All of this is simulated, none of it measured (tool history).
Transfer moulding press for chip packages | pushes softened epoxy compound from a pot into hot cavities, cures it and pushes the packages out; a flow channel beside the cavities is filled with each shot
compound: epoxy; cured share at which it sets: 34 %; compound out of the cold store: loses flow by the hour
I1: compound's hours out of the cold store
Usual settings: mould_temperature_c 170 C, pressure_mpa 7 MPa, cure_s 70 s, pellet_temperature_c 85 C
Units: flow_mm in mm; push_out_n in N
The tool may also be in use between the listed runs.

{"run": 1, "hour": 0.0, "mould_temperature_c": 170, "pressure_mpa": 7, "cure_s": 70, "pellet_temperature_c": 85, "I1": 26.4, "flow_mm": 775, "push_out_n": 500}
{"hour": 6.8, "done": "cavities cleaned with cleaning compound and waxed"}
{"hour": 29.3, "done": "plunger's sealing rings changed"}
{"run": 2, "hour": 39.9, "mould_temperature_c": 170, "pressure_mpa": 7, "cure_s": 70, "pellet_temperature_c": 85, "I1": 27.2, "flow_mm": 811, "push_out_n": 473}
{"run": 3, "hour": 65.7, "mould_temperature_c": 170, "pressure_mpa": 7, "cure_s": 70, "pellet_temperature_c": 85, "I1": 17.9, "flow_mm": 825, "push_out_n": 506}
{"hour": 91.4, "done": "cavities cleaned with cleaning compound and waxed"}
{"run": 4, "hour": 97.1, "mould_temperature_c": 170, "pressure_mpa": 6.72, "cure_s": 70, "pellet_temperature_c": 85, "I1": 13.1, "flow_mm": 818, "push_out_n": 327}
{"run": 5, "hour": 131.2, "mould_temperature_c": 170, "pressure_mpa": 6.72, "cure_s": 70, "pellet_temperature_c": 85, "I1": 46.6, "flow_mm": 726, "push_out_n": 451}
{"run": 6, "hour": 158.2, "mould_temperature_c": 170, "pressure_mpa": 6.72, "cure_s": 70, "pellet_temperature_c": 85, "I1": 10.7, "flow_mm": 808, "push_out_n": 503}
{"hour": 173.3, "done": "cavities cleaned with cleaning compound and waxed"}
{"run": 7, "hour": 193.9, "mould_temperature_c": 164, "pressure_mpa": 7, "cure_s": 70, "pellet_temperature_c": 85, "I1": 21.3, "flow_mm": 807, "push_out_n": 629}
{"run": 8, "hour": 215.6, "mould_temperature_c": 164, "pressure_mpa": 7, "cure_s": 70, "pellet_temperature_c": 84, "I1": 14.4, "flow_mm": 819, "push_out_n": 708}
{"run": 9, "hour": 250.8, "mould_temperature_c": 164, "pressure_mpa": 7, "cure_s": 70, "pellet_temperature_c": 84, "I1": 25.9, "flow_mm": 781, "push_out_n": 802}
{"hour": 254.8, "done": "cavities cleaned with cleaning compound and waxed"}
{"hour": 270.5, "done": "plunger's sealing rings changed"}
{"run": 10, "hour": 271.5, "mould_temperature_c": 164, "pressure_mpa": 5.8, "cure_s": 70, "pellet_temperature_c": 84, "I1": 34.8, "flow_mm": 734, "push_out_n": 557}
{"run": 11, "hour": 299.1, "mould_temperature_c": 165, "pressure_mpa": 6.73, "cure_s": 81, "pellet_temperature_c": 85, "I1": 17.8, "flow_mm": 832, "push_out_n": 459}
{"run": 12, "hour": 328.3, "mould_temperature_c": 165, "pressure_mpa": 7.74, "cure_s": 100, "pellet_temperature_c": 85, "I1": 19.6, "flow_mm": 862, "push_out_n": 328}
{"hour": 339.5, "done": "cavities cleaned with cleaning compound and waxed"}
{"run": 13, "hour": 366.0, "mould_temperature_c": 172, "pressure_mpa": 5.42, "cure_s": 100, "pellet_temperature_c": 85, "I1": 34.1, "flow_mm": 673, "push_out_n": 246}
{"run": 14, "hour": 391.7, "mould_temperature_c": 172, "pressure_mpa": 5.42, "cure_s": 88, "pellet_temperature_c": 85, "I1": 9.1, "flow_mm": 713, "push_out_n": 288}
{"run": 15, "hour": 412.8, "mould_temperature_c": 172, "pressure_mpa": 5.42, "cure_s": 88, "pellet_temperature_c": 85, "I1": 40.6, "flow_mm": 650, "push_out_n": 298}
{"hour": 420.8, "done": "cavities cleaned with cleaning compound and waxed"}
{"run": 16, "hour": 450.0, "mould_temperature_c": 170, "pressure_mpa": 6.71, "cure_s": 67, "pellet_temperature_c": 77, "I1": 35.7, "flow_mm": 747, "push_out_n": 539}

5 ways to go on from here, each from the tool as it stands after run 16. What would each give?
{"run": "A", "hour": 470.9, "mould_temperature_c": 170, "pressure_mpa": 8.04, "cure_s": 67, "pellet_temperature_c": 77, "I1": 34.8, "flow_mm": "?", "push_out_n": "?"}
{"run": "B", "hour": 470.9, "mould_temperature_c": 171, "pressure_mpa": 5.55, "cure_s": 67, "pellet_temperature_c": 81, "I1": 30.2, "flow_mm": "?", "push_out_n": "?"}
{"run": "C", "hour": 470.9, "mould_temperature_c": 170, "pressure_mpa": 7.35, "cure_s": 71, "pellet_temperature_c": 85, "I1": 47.1, "flow_mm": "?", "push_out_n": "?"}
{"run": "D", "hour": 470.9, "mould_temperature_c": 173, "pressure_mpa": 5.83, "cure_s": 67, "pellet_temperature_c": 77, "I1": 14.6, "flow_mm": "?", "push_out_n": "?"}
{"run": "E", "hour": 470.9, "mould_temperature_c": 177, "pressure_mpa": 5.84, "cure_s": 70, "pellet_temperature_c": 85, "I1": 42, "flow_mm": "?", "push_out_n": "?"}

run=A flow_mm=803 push_out_n=568
run=B flow_mm=679 push_out_n=549
run=C flow_mm=733 push_out_n=459
run=D flow_mm=727 push_out_n=492
run=E flow_mm=655 push_out_n=335
Without the tool's hidden state the same runs would have given:
run=A flow_mm=846 push_out_n=323
run=B flow_mm=716 push_out_n=312
run=C flow_mm=773 push_out_n=259
run=D flow_mm=765 push_out_n=277
run=E flow_mm=690 push_out_n=193
